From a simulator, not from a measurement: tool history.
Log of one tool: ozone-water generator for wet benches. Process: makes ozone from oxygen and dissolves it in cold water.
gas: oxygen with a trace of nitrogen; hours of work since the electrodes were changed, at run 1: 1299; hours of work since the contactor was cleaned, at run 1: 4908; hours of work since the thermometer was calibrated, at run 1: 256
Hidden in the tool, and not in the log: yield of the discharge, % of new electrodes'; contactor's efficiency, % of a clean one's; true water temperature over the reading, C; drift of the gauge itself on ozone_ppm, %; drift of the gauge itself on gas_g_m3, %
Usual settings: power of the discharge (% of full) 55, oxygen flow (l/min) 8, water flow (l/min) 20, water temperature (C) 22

run	day	power of the discharge (% of full)	oxygen flow (l/min)	water flow (l/min)	water temperature (C)	hours of work since the electrodes were changed	hours of work since the contactor was cleaned	hours of work since the thermometer was calibrated	dissolved ozone (ppm)	ozone in the gas ahead of the water (g/m3)
1	0	55	8	20	22	1299	4908	256	23.2	180.1
2	1.217	55	8	16	22	1325	4934	282	26.3	178.8
3	2.067	55	8	16	22	1344	4953	301	26.2	179
4	2.75	55	8	20	22	1358	4968	316	23.2	179.6
5	3.412	55	8	17	22	1373	4982	330	25.6	178.9
6	4.192	55	8	20	22	1390	4999	347	23.3	180.1
7	5.517	55	8	20	17	1419	5028	376	25.3	177.4
8	6.158	55	8	20	22	1433	5042	390	23.2	179.1
9	7.296	55	8	20	22	1457	5067	415	23.3	177.2
10	8.692	55	8	20	22	1488	5097	445	23.2	177.9
11	9.612	64	8	20	22	1508	5117	465	25.1	190.1
12	10.938	55	7.4	20	22	1537	5146	494	23.3	183.9
13	11.542	55	7.4	20	22	1550	5159	507	23.2	183.1
14	12.625	55	7.4	20	22	1573	5183	531	23.3	182.6
15	13.608	55	7.4	20	22	1595	5204	552	23.1	181.1
16	14.317	55	8	20	22	1610	5220	567	22.8	175.1
17	15.708	55	7.85	20	22	1640	5250	598	23.2	176
18	16.375	53	6.82	20	26	1655	5264	612	21.3	185.7
19	17.246	53	6.82	20	26	1674	5283	631	21.5	183.6
20	18.321	64	12.54	19	21	1697	5307	655	25.5	154.9
# day 19.121: gauge calibrated
21	19.262	64	12.54	19	21	1718	5327	675	25.6	160.5
22	20.571	49	12.54	15	21	1746	5356	704	24.6	137.3
23	22.046	49	12.54	15	21	1778	5388	736	24.7	137.2
24	23.362	63	8	20	22	1807	5416	764	25.2	192.7
25	24.188	63	8	24	23	1825	5434	782	21.5	191.4
26	25.225	55	5.99	24	22	1848	5457	805	20.5	203
27	25.892	55	5.99	24	22	1862	5472	819	20.2	202.2
28	26.696	42	8	20	20	1880	5489	837	20.7	152.4
29	27.571	42	8	20	20	1899	5508	856	20.8	152.6
30	28.175	61	8	30	22	1912	5521	869	18.6	186.6
31	29.117	61	8	30	22	1932	5542	890	18.5	186.3
32	30.192	61	6.67	30	22	1956	5565	913	18.3	201.8
33	31.329	50	14.36	28	29	1980	5590	938	15	129

The same runs without the tool's hidden state, with the same run-to-run variation:
run	ozone in the gas ahead of the water (g/m3)
1	180.1
2	179.1
3	179.6
4	180.4
5	179.9
6	181.3
7	178.9
8	180.8
9	179.2
10	180.3
11	193
12	187
13	186.4
14	186.2
15	185
16	179.1
17	180.4
18	190.4
19	188.6
20	159.4
21	160.6
22	137.7
23	137.8
24	194
25	192.9
26	205
27	204.4
28	154.2
29	154.6
30	189.3
31	189.3
32	205.4
33	131.4
dissolved ozone (ppm): within 0.1 of the measured result in every run.

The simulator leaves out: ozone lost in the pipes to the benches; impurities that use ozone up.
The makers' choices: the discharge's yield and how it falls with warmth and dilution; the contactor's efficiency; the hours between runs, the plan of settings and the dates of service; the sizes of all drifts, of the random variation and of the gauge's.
